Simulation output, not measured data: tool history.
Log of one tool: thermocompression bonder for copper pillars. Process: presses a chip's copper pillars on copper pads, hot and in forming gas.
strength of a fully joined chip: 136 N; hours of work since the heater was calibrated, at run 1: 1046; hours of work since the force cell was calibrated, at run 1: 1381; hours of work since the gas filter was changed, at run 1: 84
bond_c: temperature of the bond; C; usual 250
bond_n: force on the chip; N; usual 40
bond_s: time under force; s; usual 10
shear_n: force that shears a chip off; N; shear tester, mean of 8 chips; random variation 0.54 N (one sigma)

run,hour,bond_c,bond_n,bond_s,hours of work since the heater was calibrated,hours of work since the force cell was calibrated,hours of work since the gas filter was changed,shear_n
1,0,250,40,10,1046,1381,84,48.3
# hour 28.4: heater calibrated with a thermocouple chip
2,75,250,40,10,29,1426,130,47.8
3,120.4,250,40,10,57,1454,158,48.7
# hour 138.3: forming gas filter changed
4,202.6,250,40,10,107,1504,40,48.8
5,273.5,250,40,10,151,1548,84,48
6,322.4,250,40,10,181,1578,114,48.3
7,390.5,250,40,10,223,1620,156,48.5
# hour 414: forming gas filter changed
8,451.1,250,40,6,260,1657,23,39.3
9,494.1,250,40,10,287,1684,49,48.8
10,555.2,250,40,10,325,1722,87,48.9
11,644.4,266,27,11,380,1777,142,40.8
# hour 685.9: forming gas filter changed
# hour 710.1: force cell calibrated
12,710.1,266,27,11,419,0,14,41.2
13,759.5,232,50,8,450,30,44,44.3
14,818.3,250,54,24,486,67,81,86.3
15,909,250,54,24,542,123,137,87
16,946.1,225,40,7,565,146,160,29.2

Forecast run 17:
# hour 966.5: forming gas filter changed
17,998.8,233,26,22,597,178,20,?

shear_n: 33 N
Without the tool's hidden state the same run would have given shear_n 32.9 N.
